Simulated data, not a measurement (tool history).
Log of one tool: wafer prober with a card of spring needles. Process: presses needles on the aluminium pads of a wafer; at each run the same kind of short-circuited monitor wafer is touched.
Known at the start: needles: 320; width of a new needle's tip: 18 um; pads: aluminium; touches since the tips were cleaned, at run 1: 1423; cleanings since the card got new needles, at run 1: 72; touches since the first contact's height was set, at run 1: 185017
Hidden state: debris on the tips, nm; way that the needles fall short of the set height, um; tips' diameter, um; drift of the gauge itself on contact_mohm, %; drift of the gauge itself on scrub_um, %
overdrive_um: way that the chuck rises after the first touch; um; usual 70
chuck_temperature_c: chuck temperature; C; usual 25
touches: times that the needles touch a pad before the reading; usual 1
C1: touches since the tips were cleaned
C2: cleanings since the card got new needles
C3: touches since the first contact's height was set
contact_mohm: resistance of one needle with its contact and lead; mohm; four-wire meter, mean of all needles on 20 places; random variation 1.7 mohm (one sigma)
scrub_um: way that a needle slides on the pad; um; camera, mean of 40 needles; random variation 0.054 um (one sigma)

run 1 hour=0 | overdrive_um=70 chuck_temperature_c=25 touches=1 | C1=1423 C2=72 C3=185017 | contact_mohm=203 scrub_um=10.79
-- hour=4.1 tips cleaned on abrasive film
-- hour=12.1 tips cleaned on abrasive film
-- hour=20.2 tips cleaned on abrasive film
-- hour=30.1 tips cleaned on abrasive film
-- hour=40.2 tips cleaned on abrasive film
run 2 hour=41.4 | overdrive_um=70 chuck_temperature_c=25 touches=1 | C1=365 C2=77 C3=197370 | contact_mohm=183 scrub_um=10.8
-- hour=49.3 tips cleaned on abrasive film
-- hour=59.3 tips cleaned on abrasive film
-- hour=67.3 tips cleaned on abrasive film
run 3 hour=71.2 | overdrive_um=67 chuck_temperature_c=25 touches=1 | C1=1161 C2=80 C3=206291 | contact_mohm=197 scrub_um=10.29
-- hour=77.2 tips cleaned on abrasive film
-- hour=85.3 tips cleaned on abrasive film
-- hour=95.3 tips cleaned on abrasive film
run 4 hour=98 | overdrive_um=59 chuck_temperature_c=25 touches=1 | C1=826 C2=83 C3=214322 | contact_mohm=203 scrub_um=8.93
-- hour=103.9 tips cleaned on abrasive film
-- hour=113.8 tips cleaned on abrasive film
-- hour=121.9 tips cleaned on abrasive film
-- hour=131.9 tips cleaned on abrasive film
-- hour=140.9 tips cleaned on abrasive film
run 5 hour=140.9 | overdrive_um=59 chuck_temperature_c=25 touches=1 | C1=0 C2=88 C3=227145 | contact_mohm=179 scrub_um=8.89
-- hour=150.5 tips cleaned on abrasive film
-- hour=158.6 tips cleaned on abrasive film
-- hour=166.6 tips cleaned on abrasive film
run 6 hour=170 | overdrive_um=59 chuck_temperature_c=25 touches=2 | C1=1017 C2=91 C3=235828 | contact_mohm=194 scrub_um=8.88
-- hour=176 tips cleaned on abrasive film
-- hour=186.1 tips cleaned on abrasive film
-- hour=195.1 tips cleaned on abrasive film
run 7 hour=195.1 | overdrive_um=70 chuck_temperature_c=71 touches=1 | C1=0 C2=94 C3=243347 | contact_mohm=186 scrub_um=10.62
-- hour=197.4 height of the first contact set anew
-- hour=205.5 tips cleaned on abrasive film
-- hour=213.5 tips cleaned on abrasive film
-- hour=223.6 tips cleaned on abrasive film
-- hour=231.6 tips cleaned on abrasive film
run 8 hour=237.2 | overdrive_um=70 chuck_temperature_c=25 touches=2 | C1=1688 C2=98 C3=11905 | contact_mohm=191 scrub_um=11.28
-- hour=241.3 tips cleaned on abrasive film
-- hour=249.3 tips cleaned on abrasive film
-- hour=259.3 tips cleaned on abrasive film
-- hour=269.1 tips cleaned on abrasive film
-- hour=278.2 tips cleaned on abrasive film
run 9 hour=278.2 | overdrive_um=70 chuck_temperature_c=25 touches=1 | C1=0 C2=103 C3=24157 | contact_mohm=176 scrub_um=11.28
-- hour=286.3 tips cleaned on abrasive film
-- hour=294.3 tips cleaned on abrasive film
-- hour=304.4 tips cleaned on abrasive film
run 10 hour=305.3 | overdrive_um=70 chuck_temperature_c=123 touches=1 | C1=294 C2=106 C3=32264 | contact_mohm=203 scrub_um=11.22
-- hour=313 tips cleaned on abrasive film
-- hour=322.9 tips cleaned on abrasive film
run 11 hour=330 | overdrive_um=70 chuck_temperature_c=32 touches=1 | C1=2145 C2=108 C3=39668 | contact_mohm=208 scrub_um=11.15
-- hour=332.1 tips cleaned on abrasive film
-- hour=342.1 tips cleaned on abrasive film
-- hour=350.1 tips cleaned on abrasive film
run 12 hour=357.3 | overdrive_um=70 chuck_temperature_c=32 touches=1 | C1=2178 C2=111 C3=47825 | contact_mohm=211 scrub_um=11.14
-- hour=359.3 tips cleaned on abrasive film
-- hour=369.2 tips cleaned on abrasive film
-- hour=377.2 tips cleaned on abrasive film
-- hour=385.3 tips cleaned on abrasive film
-- hour=395.3 tips cleaned on abrasive film
run 13 hour=399.8 | overdrive_um=70 chuck_temperature_c=32 touches=1 | C1=1363 C2=116 C3=60507 | contact_mohm=201 scrub_um=11.09
-- hour=403.8 tips cleaned on abrasive film
-- hour=413.5 tips cleaned on abrasive film
-- hour=421.6 tips cleaned on abrasive film
-- hour=429.6 tips cleaned on abrasive film
-- hour=439 tips cleaned on abrasive film
run 14 hour=439 | overdrive_um=86 chuck_temperature_c=60 touches=1 | C1=0 C2=121 C3=72224 | contact_mohm=179 scrub_um=13.74
-- hour=449 tips cleaned on abrasive film
-- hour=457 tips cleaned on abrasive film
-- hour=467.1 tips cleaned on abrasive film
run 15 hour=472.1 | overdrive_um=86 chuck_temperature_c=60 touches=1 | C1=1509 C2=124 C3=82128 | contact_mohm=197 scrub_um=13.62
-- hour=476.2 tips cleaned on abrasive film
-- hour=484.2 tips cleaned on abrasive film
-- hour=494.2 tips cleaned on abrasive film
run 16 hour=499.3 | overdrive_um=90 chuck_temperature_c=29 touches=1 | C1=1546 C2=127 C3=90276 | contact_mohm=186 scrub_um=14.41
-- hour=503.4 tips cleaned on abrasive film
-- hour=511.5 tips cleaned on abrasive film
-- hour=521.3 tips cleaned on abrasive film
run 17 hour=525.2 | overdrive_um=90 chuck_temperature_c=29 touches=1 | C1=1170 C2=130 C3=98008 | contact_mohm=181 scrub_um=14.28
-- hour=531.3 tips cleaned on abrasive film
-- hour=541.3 tips cleaned on abrasive film
run 18 hour=548.3 | overdrive_um=70 chuck_temperature_c=25 touches=3 | C1=2128 C2=132 C3=104944 | contact_mohm=183 scrub_um=11.01
-- hour=550.4 tips cleaned on abrasive film
-- hour=560.2 tips cleaned on abrasive film
-- hour=570.1 tips cleaned on abrasive film
-- hour=578.2 tips cleaned on abrasive film
run 19 hour=580.6 | overdrive_um=53 chuck_temperature_c=73 touches=3 | C1=719 C2=136 C3=114559 | contact_mohm=195 scrub_um=8.28
-- hour=586.6 tips cleaned on abrasive film
-- hour=596.6 tips cleaned on abrasive film
run 20 hour=604 | overdrive_um=53 chuck_temperature_c=73 touches=3 | C1=2226 C2=138 C3=121577 | contact_mohm=212 scrub_um=8.3
-- hour=606.1 tips cleaned on abrasive film
-- hour=614.1 tips cleaned on abrasive film
-- hour=622.2 tips cleaned on abrasive film
-- hour=632.1 tips cleaned on abrasive film
run 21 hour=636 | overdrive_um=53 chuck_temperature_c=73 touches=3 | C1=1181 C2=142 C3=131152 | contact_mohm=204 scrub_um=8.23
-- hour=641.9 tips cleaned on abrasive film
-- hour=649.9 tips cleaned on abrasive film
-- hour=658 tips cleaned on abrasive film
run 22 hour=660.4 | overdrive_um=70 chuck_temperature_c=68 touches=1 | C1=747 C2=145 C3=138439 | contact_mohm=200 scrub_um=10.99
-- hour=666.5 tips cleaned on abrasive film
-- hour=674.6 tips cleaned on abrasive film
-- hour=682.6 tips cleaned on abrasive film
-- hour=692.5 tips cleaned on abrasive film
run 23 hour=692.6 | overdrive_um=70 chuck_temperature_c=27 touches=3 | C1=37 C2=149 C3=148050 | contact_mohm=175 scrub_um=10.9
-- hour=700.6 tips cleaned on abrasive film
-- hour=708.7 tips cleaned on abrasive film
run 24 hour=710.2 | overdrive_um=54 chuck_temperature_c=27 touches=2 | C1=451 C2=151 C3=153297 | contact_mohm=191 scrub_um=8.3
-- hour=718.2 tips cleaned on abrasive film
-- hour=728.3 tips cleaned on abrasive film
-- hour=738.3 tips cleaned on abrasive film
run 25 hour=745.9 | overdrive_um=54 chuck_temperature_c=27 touches=2 | C1=2290 C2=154 C3=163991 | contact_mohm=219 scrub_um=8.27
-- hour=747.9 tips cleaned on abrasive film
-- hour=757.6 tips cleaned on abrasive film
-- hour=767.4 tips cleaned on abrasive film
run 26 hour=769.4 | overdrive_um=76 chuck_temperature_c=107 touches=2 | C1=612 C2=157 C3=171012 | contact_mohm=196 scrub_um=11.76

Forecast each of these 3 alternatives for the next run:
-- hour=777.2 tips cleaned on abrasive film
-- hour=786.9 tips cleaned on abrasive film
-- hour=797 tips cleaned on abrasive film
run A hour=804.4 | overdrive_um=86 chuck_temperature_c=107 touches=3 | C1=2236 C2=160 C3=181502 | contact_mohm=? scrub_um=?
-- hour=777.2 tips cleaned on abrasive film
-- hour=786.9 tips cleaned on abrasive film
-- hour=797 tips cleaned on abrasive film
run B hour=804.4 | overdrive_um=76 chuck_temperature_c=47 touches=2 | C1=2236 C2=160 C3=181502 | contact_mohm=? scrub_um=?
-- hour=777.2 tips cleaned on abrasive film
-- hour=786.9 tips cleaned on abrasive film
-- hour=797 tips cleaned on abrasive film
run C hour=804.4 | overdrive_um=76 chuck_temperature_c=101 touches=2 | C1=2236 C2=160 C3=181502 | contact_mohm=? scrub_um=?

run=A contact_mohm=197 scrub_um=13.41
run=B contact_mohm=195 scrub_um=11.84
run=C contact_mohm=206 scrub_um=11.83
Without the tool's hidden state the same runs would have given:
run=A contact_mohm=186 scrub_um=13.89
run=B contact_mohm=175 scrub_um=12.32
run=C contact_mohm=187 scrub_um=12.31
